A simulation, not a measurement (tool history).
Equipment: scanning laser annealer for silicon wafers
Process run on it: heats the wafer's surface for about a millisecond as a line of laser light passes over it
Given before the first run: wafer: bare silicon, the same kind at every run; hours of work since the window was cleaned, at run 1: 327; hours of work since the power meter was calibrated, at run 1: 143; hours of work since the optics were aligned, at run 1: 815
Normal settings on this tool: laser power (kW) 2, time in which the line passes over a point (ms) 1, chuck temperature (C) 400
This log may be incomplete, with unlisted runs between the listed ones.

run	hour	laser power (kW)	time in which the line passes over a point (ms)	chuck temperature (C)	hours of work since the window was cleaned	hours of work since the power meter was calibrated	hours of work since the optics were aligned	highest temperature of the surface (C)
1	0	2	1	400	327	143	815	1128
2	9	2	1	400	331	147	819	1126
3	17.3	2	1.06	400	335	151	823	1155
4	26.8	2	1	400	339	155	827	1127
5	35.3	2	1	400	343	159	831	1127
6	42.5	2	0.84	400	346	162	834	1058
7	49.8	2	0.84	400	349	165	837	1055
8	56	2	0.84	400	352	168	840	1053
9	69.3	2	0.84	400	358	174	845	1058
10	81.6	2	1	400	363	179	851	1128
11	91	2	1	364	367	183	855	1088
12	98.2	2	1	400	370	186	858	1122
13	109.7	2	1	400	375	191	863	1126
# hour 113.4: laser's power meter calibrated
14	120	2	1	400	379	3	867	1124
15	128.2	1.77	0.86	400	382	7	870	971
16	135.8	2.154	0.78	400	386	10	873	1085
17	144.3	2.154	0.78	400	389	14	877	1087
18	157.4	2.154	0.78	400	395	19	883	1085
19	169.4	1.869	0.72	432	400	25	888	982
# hour 175.4: laser's power meter calibrated, once more
20	180.1	1.856	1	400	404	2	892	1068
21	186.2	2	1.08	439	406	5	894	1204
22	197.5	1.899	0.83	438	411	10	899	1050
23	206.9	1.899	0.83	438	416	14	903	1050
24	215.7	1.899	0.83	438	419	18	907	1053
25	223	1.899	0.83	438	423	21	910	1054
26	236.5	1.904	1	425	429	27	916	1109

Table of differences, measured result less the result of that run with no hidden state. Run-to-run variation is the same in both. Gauge scatter possibly is not:
Hidden conditions of the tool in this case: light that passes the window, % of a clean one's; laser's true power over the reading, %; width of the line over the set one, %; drift of the gauge itself on peak_c, C.
run	highest temperature of the surface (C)
1	-31
2	-32
3	-32
4	-31
5	-32
6	-29
7	-29
8	-30
9	-30
10	-33
11	-33
12	-34
13	-34
14	-35
15	-28
16	-34
17	-34
18	-34
19	-28
20	-26
21	-31
22	-25
23	-25
24	-25
25	-25
26	-29
